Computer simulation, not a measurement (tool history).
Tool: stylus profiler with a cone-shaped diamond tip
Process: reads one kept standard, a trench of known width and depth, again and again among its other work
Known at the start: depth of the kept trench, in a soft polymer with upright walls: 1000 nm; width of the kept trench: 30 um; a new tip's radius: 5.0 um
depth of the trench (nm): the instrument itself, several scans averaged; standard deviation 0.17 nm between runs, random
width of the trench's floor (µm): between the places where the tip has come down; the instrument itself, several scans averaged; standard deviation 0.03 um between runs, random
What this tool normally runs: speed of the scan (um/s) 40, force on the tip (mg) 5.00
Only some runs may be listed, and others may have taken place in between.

run   hour  speed of the scan (um/s)  force on the tip (mg)  depth of the trench (nm)  width of the trench's floor (µm)
  1    0.0                        40                   5.00                   1014.11                             22.69
  2   11.1                        40                   5.00                   1014.51                             22.60
  3   33.7                        40                   5.00                   1014.59                             22.50
  4   45.3                        40                   5.00                   1014.34                             22.52
  5   59.4                        40                   5.00                   1014.40                             22.47
  6   76.1                        40                   5.00                   1014.66                             22.44
  7   89.5                        20                   5.00                   1014.38                             22.42
  8  101.6                        20                   5.00                   1014.48                             22.44
  9  124.2                        20                   5.00                   1014.18                             22.37
 10  138.7                        20                   5.00                   1014.41                             22.37
 11  148.3                        40                   5.00                   1014.59                             22.28
 12  168.4                        49                   5.00                   1014.75                             22.12
 13  181.9                        40                   3.11                   1010.53                             22.20
 14  192.6                        40                   3.11                   1010.68                             22.11
 15  204.6                        40                   3.11                   1010.88                             22.10
 16  221.5                        32                   1.97                   1007.90                             21.97
 17  236.6                        40                   2.53                   1009.56                             21.98
 18  248.1                       151                   2.19                   1009.11                             21.33
 19  264.4                        30                   5.00                   1014.75                             22.01
 20  285.8                        30                   5.00                   1014.87                             21.93
 21  305.4                       129                   4.98                   1014.70                             21.58
 22  315.5                       129                   4.98                   1014.51                             21.55
 23  326.4                       100                   3.06                   1011.04                             21.55
 24  338.3                        47                  11.69                   1025.47                             21.77
 25  350.0                        47                  11.69                   1025.46                             21.73
 26  366.0                        47                  11.69                   1025.28                             21.77
 27  387.5                       106                   6.62                   1017.80                             21.50
 28  398.2                        13                   2.66                   1009.70                             21.67
 29  415.6                        29                  14.63                   1029.50                             21.65
 30  431.9                        27                   5.12                   1015.03                             21.59

Some steps in depth of the trench (nm), run to run, broken into two amounts with sign: the step expected even without the hidden condition (settings, incoming material, random variation), and the rest, left for the hidden condition together with whatever gauge scatter is not in both the measured and the hidden-condition-free result:
Hidden state present: radius of the tip, um; height scale over the true one, %; drift of the gauge itself on depth_nm, %; drift of the gauge itself on floor_um, %.
Run 2 -> 3: no setting touched and nothing written in the log between the runs. depth of the trench (nm) +0.08: hidden state +0.04, all else +0.04.
Run 8 -> 9: no setting touched and nothing written in the log between the runs. depth of the trench (nm) -0.30: hidden state +0.04, all else -0.34.
Run 15 -> 16: speed of the scan (um/s) 40 -> 32, force on the tip (mg) 3.11 -> 1.97. depth of the trench (nm) -2.98: hidden state +0.04, all else -3.02.
Run 23 -> 24: speed of the scan (um/s) 100 -> 47, force on the tip (mg) 3.06 -> 11.69. depth of the trench (nm) +14.43: hidden state +0.03, all else +14.40.
Run 28 -> 29: speed of the scan (um/s) 13 -> 29, force on the tip (mg) 2.66 -> 14.63. depth of the trench (nm) +19.80: hidden state +0.04, all else +19.76.
Run 29 -> 30: speed of the scan (um/s) 29 -> 27, force on the tip (mg) 14.63 -> 5.12. depth of the trench (nm) -14.47: hidden state +0.02, all else -14.49.
